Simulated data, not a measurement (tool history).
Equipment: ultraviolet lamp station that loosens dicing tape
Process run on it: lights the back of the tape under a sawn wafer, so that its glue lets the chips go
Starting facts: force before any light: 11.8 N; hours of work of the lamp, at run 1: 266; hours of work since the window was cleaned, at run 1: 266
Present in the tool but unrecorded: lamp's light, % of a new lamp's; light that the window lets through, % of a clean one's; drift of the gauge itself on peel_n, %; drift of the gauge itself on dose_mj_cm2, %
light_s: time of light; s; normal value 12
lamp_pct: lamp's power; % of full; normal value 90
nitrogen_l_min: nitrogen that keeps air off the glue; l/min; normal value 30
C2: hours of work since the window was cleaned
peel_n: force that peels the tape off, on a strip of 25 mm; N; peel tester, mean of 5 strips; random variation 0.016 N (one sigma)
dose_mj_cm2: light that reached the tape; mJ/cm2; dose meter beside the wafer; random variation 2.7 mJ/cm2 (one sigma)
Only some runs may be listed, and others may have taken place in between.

run 1 hour=0 | light_s=12 lamp_pct=90 nitrogen_l_min=30 | hours_of_work_of_the_lamp=266 C2=266 | peel_n=1.049 dose_mj_cm2=304
run 2 hour=40.6 | light_s=12 lamp_pct=90 nitrogen_l_min=30 | hours_of_work_of_the_lamp=293 C2=293 | peel_n=1.065 dose_mj_cm2=298
run 3 hour=101.1 | light_s=12 lamp_pct=90 nitrogen_l_min=30 | hours_of_work_of_the_lamp=334 C2=334 | peel_n=1.099 dose_mj_cm2=289
-- hour=106.1 window cleaned of glue's vapour
run 4 hour=152.5 | light_s=12 lamp_pct=90 nitrogen_l_min=30 | hours_of_work_of_the_lamp=368 C2=31 | peel_n=0.871 dose_mj_cm2=327
run 5 hour=206 | light_s=12 lamp_pct=90 nitrogen_l_min=30 | hours_of_work_of_the_lamp=404 C2=67 | peel_n=0.965 dose_mj_cm2=318
run 6 hour=237.7 | light_s=12 lamp_pct=90 nitrogen_l_min=30 | hours_of_work_of_the_lamp=425 C2=88 | peel_n=0.927 dose_mj_cm2=320
run 7 hour=276.2 | light_s=12 lamp_pct=90 nitrogen_l_min=30 | hours_of_work_of_the_lamp=451 C2=114 | peel_n=0.941 dose_mj_cm2=312
run 8 hour=309 | light_s=12 lamp_pct=90 nitrogen_l_min=30 | hours_of_work_of_the_lamp=473 C2=136 | peel_n=0.996 dose_mj_cm2=306
run 9 hour=364.3 | light_s=12 lamp_pct=66 nitrogen_l_min=30 | hours_of_work_of_the_lamp=511 C2=173 | peel_n=1.816 dose_mj_cm2=217
run 10 hour=391.5 | light_s=12 lamp_pct=90 nitrogen_l_min=30 | hours_of_work_of_the_lamp=529 C2=192 | peel_n=1.033 dose_mj_cm2=297
run 11 hour=422.3 | light_s=12 lamp_pct=90 nitrogen_l_min=30 | hours_of_work_of_the_lamp=549 C2=212 | peel_n=1.097 dose_mj_cm2=295
run 12 hour=467.5 | light_s=17 lamp_pct=90 nitrogen_l_min=30 | hours_of_work_of_the_lamp=580 C2=243 | peel_n=0.515 dose_mj_cm2=410
run 13 hour=515 | light_s=8 lamp_pct=90 nitrogen_l_min=11 | hours_of_work_of_the_lamp=612 C2=275 | peel_n=3.909 dose_mj_cm2=188
run 14 hour=553.7 | light_s=12 lamp_pct=75 nitrogen_l_min=16 | hours_of_work_of_the_lamp=638 C2=301 | peel_n=2.589 dose_mj_cm2=234
run 15 hour=590.4 | light_s=12 lamp_pct=75 nitrogen_l_min=16 | hours_of_work_of_the_lamp=662 C2=325 | peel_n=2.577 dose_mj_cm2=233
-- hour=612.6 window cleaned of glue's vapour
run 16 hour=632.4 | light_s=12 lamp_pct=75 nitrogen_l_min=16 | hours_of_work_of_the_lamp=690 C2=13 | peel_n=2.161 dose_mj_cm2=264
run 17 hour=675.9 | light_s=18 lamp_pct=97 nitrogen_l_min=53 | hours_of_work_of_the_lamp=720 C2=43 | peel_n=0.249 dose_mj_cm2=506
run 18 hour=703.9 | light_s=12 lamp_pct=61 nitrogen_l_min=30 | hours_of_work_of_the_lamp=738 C2=61 | peel_n=2.156 dose_mj_cm2=208
run 19 hour=763.8 | light_s=10 lamp_pct=75 nitrogen_l_min=17 | hours_of_work_of_the_lamp=779 C2=102 | peel_n=2.868 dose_mj_cm2=208

What if the next run were any one of these 5? Each begins from the tool's condition after run 19:
run A hour=823.1 | light_s=10 lamp_pct=68 nitrogen_l_min=34 | hours_of_work_of_the_lamp=818 C2=141 | peel_n=? dose_mj_cm2=?
run B hour=823.1 | light_s=10 lamp_pct=96 nitrogen_l_min=17 | hours_of_work_of_the_lamp=818 C2=141 | peel_n=? dose_mj_cm2=?
run C hour=823.1 | light_s=9 lamp_pct=90 nitrogen_l_min=30 | hours_of_work_of_the_lamp=818 C2=141 | peel_n=? dose_mj_cm2=?
run D hour=823.1 | light_s=12 lamp_pct=74 nitrogen_l_min=30 | hours_of_work_of_the_lamp=818 C2=141 | peel_n=? dose_mj_cm2=?
run E hour=823.1 | light_s=18 lamp_pct=75 nitrogen_l_min=51 | hours_of_work_of_the_lamp=818 C2=141 | peel_n=? dose_mj_cm2=?

run=A peel_n=2.437 dose_mj_cm2=184
run=B peel_n=2.092 dose_mj_cm2=259
run=C peel_n=1.95 dose_mj_cm2=221
run=D peel_n=1.652 dose_mj_cm2=240
run=E peel_n=0.461 dose_mj_cm2=369
Had the tool no hidden state, the same runs would have come out as:
run=A peel_n=1.801 dose_mj_cm2=221
run=B peel_n=1.51 dose_mj_cm2=311
run=C peel_n=1.395 dose_mj_cm2=264
run=D peel_n=1.154 dose_mj_cm2=288
run=E peel_n=0.317 dose_mj_cm2=442
